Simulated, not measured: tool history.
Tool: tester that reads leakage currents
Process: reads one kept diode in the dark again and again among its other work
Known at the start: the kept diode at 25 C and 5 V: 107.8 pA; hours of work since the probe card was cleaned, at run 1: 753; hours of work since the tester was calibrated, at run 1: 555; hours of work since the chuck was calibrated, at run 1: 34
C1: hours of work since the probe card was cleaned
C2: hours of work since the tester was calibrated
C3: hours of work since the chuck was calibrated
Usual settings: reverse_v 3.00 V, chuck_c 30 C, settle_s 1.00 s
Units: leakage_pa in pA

Run 1, hour 0.0: usual settings; C1 753; C2 555; C3 34. Result: leakage_pa 119.39 pA.
Run 2, hour 137.4: usual settings; C1 821; C2 623; C3 102. Result: leakage_pa 119.05 pA.
Run 3, hour 382.0: usual settings; C1 941; C2 743; C3 222. Result: leakage_pa 118.73 pA.
Run 4, hour 559.3: usual settings; C1 1029; C2 830; C3 309. Result: leakage_pa 118.83 pA.
Run 5, hour 815.1: usual settings; C1 1155; C2 956; C3 435. Result: leakage_pa 117.88 pA.
Run 6, hour 1070.9: usual settings but settle_s 5.92 s; C1 1281; C2 1082; C3 561. Result: leakage_pa 118.94 pA.
Run 7, hour 1234.7: usual settings but settle_s 5.92 s; C1 1361; C2 1163; C3 642. Result: leakage_pa 118.07 pA.
Run 8, hour 1441.7: usual settings but settle_s 0.84 s; C1 1463; C2 1265; C3 744. Result: leakage_pa 118.92 pA.
At hour 1524.6: chuck's temperature calibrated.
Run 9, hour 1617.2: usual settings but settle_s 5.49 s; C1 1549; C2 1350; C3 46. Result: leakage_pa 117.92 pA.
Run 10, hour 1862.2: usual settings but settle_s 5.49 s; C1 1669; C2 1471; C3 166. Result: leakage_pa 118.63 pA.
Run 11, hour 2131.2: usual settings but settle_s 5.49 s; C1 1802; C2 1603; C3 299. Result: leakage_pa 118.62 pA.
Run 12, hour 2377.0: usual settings but settle_s 5.49 s; C1 1922; C2 1724; C3 420. Result: leakage_pa 118.94 pA.
Run 13, hour 2516.4: usual settings but reverse_v 9.48 V; C1 1991; C2 1793; C3 488. Result: leakage_pa 222.42 pA.
Run 14, hour 2793.5: usual settings but reverse_v 6.19 V; C1 2128; C2 1929; C3 625. Result: leakage_pa 175.79 pA.
Run 15, hour 2977.7: usual settings but reverse_v 6.19 V; C1 2218; C2 2020; C3 715. Result: leakage_pa 176.25 pA.
At hour 3120.4: chuck's temperature calibrated.
Run 16, hour 3270.1: usual settings but reverse_v 6.19 V; C1 2361; C2 2163; C3 74. Result: leakage_pa 175.81 pA.
At hour 3346.3: probe card cleaned and baked.
Run 17, hour 3429.2: usual settings but reverse_v 6.19 V; C1 41; C2 2239; C3 151. Result: leakage_pa 176.02 pA.
Run 18, hour 3607.6: usual settings but reverse_v 6.19 V; C1 129; C2 2327; C3 238. Result: leakage_pa 176.48 pA.
Run 19, hour 3815.7: usual settings but reverse_v 6.19 V; C1 231; C2 2430; C3 341. Result: leakage_pa 177.07 pA.
Run 20, hour 3939.4: usual settings but reverse_v 8.21 V, settle_s 5.31 s; C1 292; C2 2491; C3 402. Result: leakage_pa 203.74 pA.
Run 21, hour 4119.5: usual settings but reverse_v 8.21 V, settle_s 5.31 s; C1 381; C2 2579; C3 490. Result: leakage_pa 204.04 pA.
Run 22, hour 4389.7: usual settings but reverse_v 8.21 V, settle_s 5.31 s; C1 514; C2 2712; C3 623. Result: leakage_pa 204.84 pA.
Run 23, hour 4623.1: usual settings but reverse_v 8.21 V, settle_s 5.31 s; C1 629; C2 2827; C3 738. Result: leakage_pa 205.53 pA.
At hour 4706.4: chuck's temperature calibrated.
Run 24, hour 4754.5: usual settings but reverse_v 8.21 V, settle_s 5.31 s; C1 692; C2 2891; C3 24. Result: leakage_pa 205.56 pA.
Run 25, hour 4899.7: usual settings but reverse_v 1.14 V, chuck_c 29 C, settle_s 1.52 s; C1 764; C2 2962; C3 95. Result: leakage_pa 65.21 pA.
Run 26, hour 5184.2: usual settings but reverse_v 19.21 V, chuck_c 29 C, settle_s 1.52 s; C1 904; C2 3102; C3 235. Result: leakage_pa 303.86 pA.
Run 27, hour 5335.8: usual settings but chuck_c 29 C; C1 978; C2 3177; C3 310. Result: leakage_pa 110.74 pA.
Run 28, hour 5500.9: usual settings but chuck_c 29 C; C1 1060; C2 3258; C3 391. Result: leakage_pa 110.53 pA.
Run 29, hour 5794.6: usual settings but reverse_v 2.13 V, chuck_c 45 C; C1 1204; C2 3403; C3 536. Result: leakage_pa 283.21 pA.
Run 30, hour 6067.1: usual settings but reverse_v 12.23 V, settle_s 4.78 s; C1 1338; C2 3537; C3 670. Result: leakage_pa 253.79 pA.
Run 31, hour 6239.8: usual settings but reverse_v 3.79 V, settle_s 4.78 s; C1 1423; C2 3622; C3 755. Result: leakage_pa 134.84 pA.
At hour 6310.1: chuck's temperature calibrated.
Run 32, hour 6405.1: usual settings but reverse_v 1.34 V, chuck_c 28 C, settle_s 0.55 s; C1 1504; C2 3702; C3 47. Result: leakage_pa 66.65 pA.
Run 33, hour 6627.1: usual settings but reverse_v 1.07 V, chuck_c 28 C, settle_s 0.62 s; C1 1613; C2 3812; C3 156. Result: leakage_pa 58.69 pA.
Run 34, hour 6750.1: usual settings but reverse_v 1.07 V, chuck_c 28 C, settle_s 1.37 s; C1 1674; C2 3872; C3 217. Result: leakage_pa 58.72 pA.
Run 35, hour 7042.1: usual settings but reverse_v 1.07 V, chuck_c 28 C, settle_s 1.37 s; C1 1817; C2 4016; C3 360. Result: leakage_pa 58.68 pA.
Run 36, hour 7298.9: usual settings but reverse_v 8.16 V; C1 1944; C2 4142; C3 487. Result: leakage_pa 205.13 pA.
Run 37, hour 7471.0: usual settings but reverse_v 8.16 V; C1 2028; C2 4227; C3 571. Result: leakage_pa 204.59 pA.
Run 38, hour 7730.1: usual settings but reverse_v 2.04 V, chuck_c 54 C, settle_s 2.69 s; C1 2156; C2 4355; C3 699. Result: leakage_pa 491.36 pA.

Forecast each of these 3 alternatives for the next run:
At hour 7904.1: chuck's temperature calibrated.
Run A, hour 7949.3: usual settings but reverse_v 2.04 V, chuck_c 54 C, settle_s 0.82 s; C1 2263; C2 4462; C3 22. Result: leakage_pa ?.
At hour 7904.1: chuck's temperature calibrated.
Run B, hour 7949.3: usual settings but reverse_v 1.81 V, chuck_c 22 C, settle_s 1.60 s; C1 2263; C2 4462; C3 22. Result: leakage_pa ?.
At hour 7904.1: chuck's temperature calibrated.
Run C, hour 7949.3: usual settings but reverse_v 1.01 V, chuck_c 32 C, settle_s 2.69 s; C1 2263; C2 4462; C3 22. Result: leakage_pa ?.

run  leakage_pa
  A      490.90
  B       49.81
  C       75.92
Without the tool's hidden state the same runs would have given:
run  leakage_pa
  A      490.83
  B       49.76
  C       75.89

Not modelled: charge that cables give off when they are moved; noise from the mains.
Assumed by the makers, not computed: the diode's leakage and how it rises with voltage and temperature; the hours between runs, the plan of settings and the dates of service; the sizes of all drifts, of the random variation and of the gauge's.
